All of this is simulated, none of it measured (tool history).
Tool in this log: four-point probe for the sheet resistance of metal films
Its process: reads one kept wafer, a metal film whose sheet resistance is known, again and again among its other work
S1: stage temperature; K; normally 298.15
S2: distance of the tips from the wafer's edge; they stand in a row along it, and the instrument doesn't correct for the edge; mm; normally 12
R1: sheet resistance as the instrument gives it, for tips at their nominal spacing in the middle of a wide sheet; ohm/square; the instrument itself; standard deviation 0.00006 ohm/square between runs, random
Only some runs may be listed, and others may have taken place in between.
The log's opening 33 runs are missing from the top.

run	hour	S1	S2	R1
34	2411.9	304.15	22	0.294829
35	2457	292.15	9	0.294305
36	2504.1	293.15	4	0.296284
37	2552.9	296.15	13	0.294249
38	2600.3	295.15	6	0.294937
39	2674.8	298.15	34	0.294218
40	2776.3	304.15	10	0.294983
41	2855.5	307.15	6	0.295601
42	2928.4	299.15	12	0.294234
43	3000.9	299.15	12	0.29424
44	3079	299.15	12	0.294137

Branching from run 44: 4 alternative next runs. What would each branch give?
A	3143.6	293.15	12	?
B	3143.6	291.15	11	?
C	3143.6	298.15	9	?
D	3143.6	304.15	12	?

run	R1
A	0.293772
B	0.293574
C	0.294223
D	0.294474
With no hidden state in the tool, these same runs would have given:
run	R1
A	0.298537
B	0.298336
C	0.298994
D	0.299248
